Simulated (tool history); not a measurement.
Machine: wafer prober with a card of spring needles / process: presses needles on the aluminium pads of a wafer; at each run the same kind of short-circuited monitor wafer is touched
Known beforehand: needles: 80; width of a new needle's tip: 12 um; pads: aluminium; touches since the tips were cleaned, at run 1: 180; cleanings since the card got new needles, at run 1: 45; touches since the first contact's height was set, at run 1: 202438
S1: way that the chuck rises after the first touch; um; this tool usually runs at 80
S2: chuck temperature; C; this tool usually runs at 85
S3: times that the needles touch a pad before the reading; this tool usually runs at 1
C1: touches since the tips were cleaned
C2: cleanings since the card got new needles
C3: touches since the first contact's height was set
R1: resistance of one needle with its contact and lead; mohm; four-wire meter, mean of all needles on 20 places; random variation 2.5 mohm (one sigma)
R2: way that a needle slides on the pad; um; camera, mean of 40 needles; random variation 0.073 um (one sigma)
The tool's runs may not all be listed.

| run | day | S1 | S2 | S3 | C1 | C2 | C3 | R1 | R2 |
|---|---|---|---|---|---|---|---|---|---|
| 1 | 0.000 | 80 | 85 | 1 | 180 | 45 | 202438 | 290 | 15.16 |
|  | 0.350 | tips cleaned on abrasive film |
|  | 0.700 | tips cleaned on abrasive film |
| 2 | 0.792 | 80 | 85 | 1 | 1054 | 47 | 211424 | 302 | 15.33 |
|  | 1.033 | tips cleaned on abrasive film |
| 3 | 1.196 | 80 | 85 | 1 | 1854 | 48 | 215978 | 305 | 15.16 |
|  | 1.362 | tips cleaned on abrasive film |
|  | 1.625 | height of the first contact set anew |
|  | 1.758 | tips cleaned on abrasive film |
| 4 | 1.767 | 92 | 85 | 1 | 86 | 50 | 1587 | 283 | 17.36 |
|  | 2.133 | tips cleaned on abrasive film |
| 5 | 2.229 | 80 | 88 | 1 | 1056 | 51 | 6818 | 303 | 14.85 |
|  | 2.479 | tips cleaned on abrasive film |
| 6 | 2.717 | 80 | 88 | 1 | 2712 | 52 | 12392 | 314 | 14.85 |
|  | 2.854 | tips cleaned on abrasive film |
|  | 3.217 | tips cleaned on abrasive film |
| 7 | 3.238 | 80 | 88 | 1 | 244 | 54 | 18255 | 292 | 14.85 |
|  | 3.546 | tips cleaned on abrasive film |
| 8 | 3.842 | 80 | 88 | 1 | 3379 | 55 | 25137 | 327 | 14.73 |
|  | 3.900 | tips cleaned on abrasive film |
|  | 4.271 | tips cleaned on abrasive film |
|  | 4.442 | height of the first contact set anew, once more |
| 9 | 4.462 | 80 | 88 | 1 | 2035 | 57 | 234 | 307 | 16.50 |
|  | 4.625 | tips cleaned on abrasive film |
|  | 4.967 | tips cleaned on abrasive film |
| 10 | 5.125 | 80 | 88 | 1 | 1782 | 59 | 7718 | 313 | 16.40 |
|  | 5.342 | tips cleaned on abrasive film |
| 11 | 5.500 | 80 | 85 | 1 | 1827 | 60 | 11987 | 307 | 16.28 |
|  | 5.696 | tips cleaned on abrasive film |
|  | 6.100 | tips cleaned on abrasive film |
| 12 | 6.129 | 80 | 85 | 1 | 324 | 62 | 19082 | 293 | 16.29 |
|  | 6.488 | tips cleaned on abrasive film |
| 13 | 6.529 | 80 | 85 | 1 | 486 | 63 | 23618 | 291 | 16.40 |
|  | 6.858 | tips cleaned on abrasive film |
|  | 7.238 | tips cleaned on abrasive film |
| 14 | 7.362 | 80 | 104 | 1 | 1411 | 65 | 33075 | 310 | 16.27 |
|  | 7.588 | tips cleaned on abrasive film |
|  | 7.929 | tips cleaned on abrasive film |
| 15 | 8.100 | 80 | 104 | 1 | 1974 | 67 | 41443 | 313 | 16.13 |
|  | 8.329 | tips cleaned on abrasive film |
|  | 8.688 | tips cleaned on abrasive film |
| 16 | 8.808 | 80 | 104 | 1 | 1382 | 69 | 49465 | 306 | 16.05 |
|  | 9.021 | tips cleaned on abrasive film |
| 17 | 9.188 | 80 | 104 | 1 | 1887 | 70 | 53747 | 317 | 16.17 |
|  | 9.396 | tips cleaned on abrasive film |
|  | 9.750 | tips cleaned on abrasive film |
| 18 | 10.008 | 67 | 51 | 1 | 2979 | 72 | 63083 | 326 | 13.35 |
|  | 10.083 | tips cleaned on abrasive film |
|  | 10.458 | tips cleaned on abrasive film |
| 19 | 10.588 | 85 | 33 | 1 | 1503 | 74 | 69612 | 292 | 17.02 |
|  | 10.783 | tips cleaned on abrasive film |
|  | 11.138 | tips cleaned on abrasive film |
| 20 | 11.146 | 85 | 33 | 1 | 98 | 76 | 75933 | 274 | 16.83 |
|  | 11.512 | tips cleaned on abrasive film |
| 21 | 11.671 | 85 | 65 | 1 | 1789 | 77 | 81868 | 308 | 16.89 |
|  | 11.850 | tips cleaned on abrasive film |
|  | 12.246 | tips cleaned on abrasive film |
| 22 | 12.367 | 96 | 84 | 1 | 1389 | 79 | 89736 | 296 | 19.17 |
|  | 12.579 | tips cleaned on abrasive film |
| 23 | 12.883 | 96 | 84 | 1 | 3497 | 80 | 95630 | 307 | 19.10 |
|  | 12.962 | tips cleaned on abrasive film |
|  | 13.300 | tips cleaned on abrasive film |
| 24 | 13.300 | 76 | 43 | 1 | 0 | 82 | 100287 | 275 | 15.03 |
|  | 13.650 | tips cleaned on abrasive film |
| 25 | 13.650 | 76 | 43 | 1 | 0 | 83 | 104291 | 276 | 14.89 |
|  | 13.992 | tips cleaned on abrasive film |
| 26 | 14.208 | 85 | 43 | 2 | 2478 | 84 | 110610 | 289 | 16.68 |
|  | 14.388 | tips cleaned on abrasive film |
| 27 | 14.667 | 80 | 48 | 1 | 3169 | 85 | 115808 | 307 | 15.70 |
|  | 14.796 | tips cleaned on abrasive film |
| 28 | 15.075 | 82 | 25 | 2 | 3238 | 86 | 120472 | 290 | 16.11 |
|  | 15.133 | tips cleaned on abrasive film |
|  | 15.488 | tips cleaned on abrasive film |
| 29 | 15.592 | 82 | 25 | 2 | 1203 | 88 | 126291 | 276 | 16.00 |
|  | 15.858 | tips cleaned on abrasive film |
| 30 | 15.996 | 82 | 25 | 2 | 1588 | 89 | 130861 | 281 | 15.91 |
|  | 16.238 | tips cleaned on abrasive film |
| 31 | 16.508 | 66 | 118 | 1 | 3106 | 90 | 136693 | 357 | 12.86 |

What if the next run were any one of these 4? Each begins from the tool's condition after run 31:
|  | 16.600 | tips cleaned on abrasive film |
|  | 16.975 | tips cleaned on abrasive film |
| A | 16.979 | 73 | 118 | 2 | 48 | 92 | 141983 | ? | ? |
|  | 16.600 | tips cleaned on abrasive film |
|  | 16.975 | tips cleaned on abrasive film |
| B | 16.979 | 84 | 118 | 1 | 48 | 92 | 141983 | ? | ? |
|  | 16.600 | tips cleaned on abrasive film |
|  | 16.975 | tips cleaned on abrasive film |
| C | 16.979 | 81 | 118 | 1 | 48 | 92 | 141983 | ? | ? |
|  | 16.600 | tips cleaned on abrasive film |
|  | 16.975 | tips cleaned on abrasive film |
| D | 16.979 | 98 | 118 | 1 | 48 | 92 | 141983 | ? | ? |

| run | R1 | R2 |
|---|---|---|
| A | 298 | 14.04 |
| B | 297 | 16.39 |
| C | 296 | 15.79 |
| D | 288 | 19.16 |
Without the tool's unlogged condition, the same runs would have read:
| run | R1 | R2 |
|---|---|---|
| A | 294 | 14.90 |
| B | 293 | 17.24 |
| C | 292 | 16.65 |
| D | 286 | 20.01 |
